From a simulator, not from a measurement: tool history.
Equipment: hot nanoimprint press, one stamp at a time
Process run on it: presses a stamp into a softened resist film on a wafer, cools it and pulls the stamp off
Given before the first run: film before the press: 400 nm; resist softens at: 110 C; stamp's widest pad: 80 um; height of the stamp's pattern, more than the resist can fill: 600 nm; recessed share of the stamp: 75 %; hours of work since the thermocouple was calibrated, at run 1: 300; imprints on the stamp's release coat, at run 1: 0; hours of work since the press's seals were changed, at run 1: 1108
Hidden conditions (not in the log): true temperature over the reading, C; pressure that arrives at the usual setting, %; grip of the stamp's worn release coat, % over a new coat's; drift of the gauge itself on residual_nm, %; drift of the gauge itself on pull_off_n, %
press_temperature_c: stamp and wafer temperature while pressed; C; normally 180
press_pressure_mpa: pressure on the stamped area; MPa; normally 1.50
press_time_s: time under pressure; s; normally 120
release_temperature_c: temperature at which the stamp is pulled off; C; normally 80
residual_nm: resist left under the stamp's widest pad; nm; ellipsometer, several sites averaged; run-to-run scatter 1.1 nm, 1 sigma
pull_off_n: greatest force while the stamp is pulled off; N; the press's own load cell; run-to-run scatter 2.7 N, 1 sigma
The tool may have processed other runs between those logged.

run   hour  press_temperature_c  press_pressure_mpa  press_time_s  release_temperature_c  hours of work since the thermocouple was calibrated  imprints on the stamp's release coat  hours of work since the press's seals were changed  residual_nm  pull_off_n
  1    0.0                  180                1.50           120                     80                                                  300                                     0                                                1108        164.0         117
  2   41.3                  180                1.93           120                     80                                                  322                                    85                                                1130        142.3         122
  3   77.7                  180                1.50           189                     80                                                  342                                   160                                                1149        138.6         125
  4  117.8                  180                1.50           189                     75                                                  363                                   242                                                1171        136.3         143
  5  141.1                  180                1.50           189                     75                                                  376                                   289                                                1183        137.3         148
  6  182.4                  180                1.50           189                     75                                                  398                                   374                                                1206        136.6         145
  7  217.4                  171                1.50           120                     80                                                  417                                   445                                                1225        243.0         125
     233.9  -- press's hydraulic seals changed and the load cell set to zero
  8  262.7                  171                1.50           120                     80                                                  437                                   522                                                  16        237.1         127
  9  311.0                  171                1.32           120                     80                                                  463                                   621                                                  42        246.9         131
     317.2  -- plate thermocouple calibrated
 10  355.7                  180                1.50            96                     80                                                   21                                   706                                                  64        163.9         127
 11  402.9                  180                1.50            68                     80                                                   46                                   802                                                  89        187.1         129
 12  431.3                  180                1.50            68                     80                                                   61                                   861                                                 105        181.8         135
 13  455.8                  180                1.50            68                     80                                                   75                                   911                                                 118        181.5         132
     468.6  -- plate thermocouple calibrated, once more
 14  481.7                  180                1.50           228                     80                                                    7                                   957                                                 130        133.6         153
 15  515.0                  180                1.50           228                     80                                                   25                                  1026                                                 148        132.5         152
 16  549.0                  180                1.50           228                     80                                                   43                                  1095                                                 166        133.1         148
 17  582.4                  180                1.50           228                     80                                                   61                                  1164                                                 184        131.5         145
 18  618.6                  180                1.50           120                     77                                                   81                                  1238                                                 204        166.4         167
 19  655.3                  181                1.12           153                     80                                                  101                                  1313                                                 224        169.9         148
 20  698.3                  181                1.12           153                     80                                                  124                                  1401                                                 247        167.7         149
 21  735.9                  181                1.12           153                     80                                                  144                                  1478                                                 267        167.9         147
 22  786.6                  182                1.50           120                     88                                                  171                                  1581                                                 294        148.0         116
 23  832.2                  182                1.50           120                     88                                                  196                                  1675                                                 319        146.7         116
 24  877.1                  182                1.50           120                     88                                                  220                                  1767                                                 343        146.5         117
 25  902.6                  175                1.50           120                     80                                                  234                                  1819                                                 357        203.0         163
 26  934.6                  190                1.50            88                     66                                                  251                                  1884                                                 374        112.1         239
 27  964.8                  171                1.51            64                     73                                                  267                                  1946                                                 390        283.5         190

Selected run-to-run steps in residual_nm, each split into two signed amounts: the part the tool would show with no hidden state at all (from settings, incoming material and random variation), and the remainder, which goes to the hidden state together with any gauge scatter not common to the measured and the hidden-state-free results:
Run 6 -> 7: press_temperature_c 180 -> 171, press_time_s 189 -> 120, release_temperature_c 75 -> 80. residual_nm +106.4 nm: hidden state -5.3, all else +111.7.
Run 7 -> 8: press's hydraulic seals changed and the load cell set to zero. residual_nm -5.9 nm: hidden state -6.8, all else +0.9.
Run 13 -> 14: press_time_s 68 -> 228, plate thermocouple calibrated, once more. residual_nm -47.9 nm: hidden state +23.0, all else -70.9.
Run 26 -> 27: press_temperature_c 190 -> 171, press_pressure_mpa 1.50 -> 1.51, press_time_s 88 -> 64, release_temperature_c 66 -> 73. residual_nm +171.4 nm: hidden state -6.2, all else +177.6.
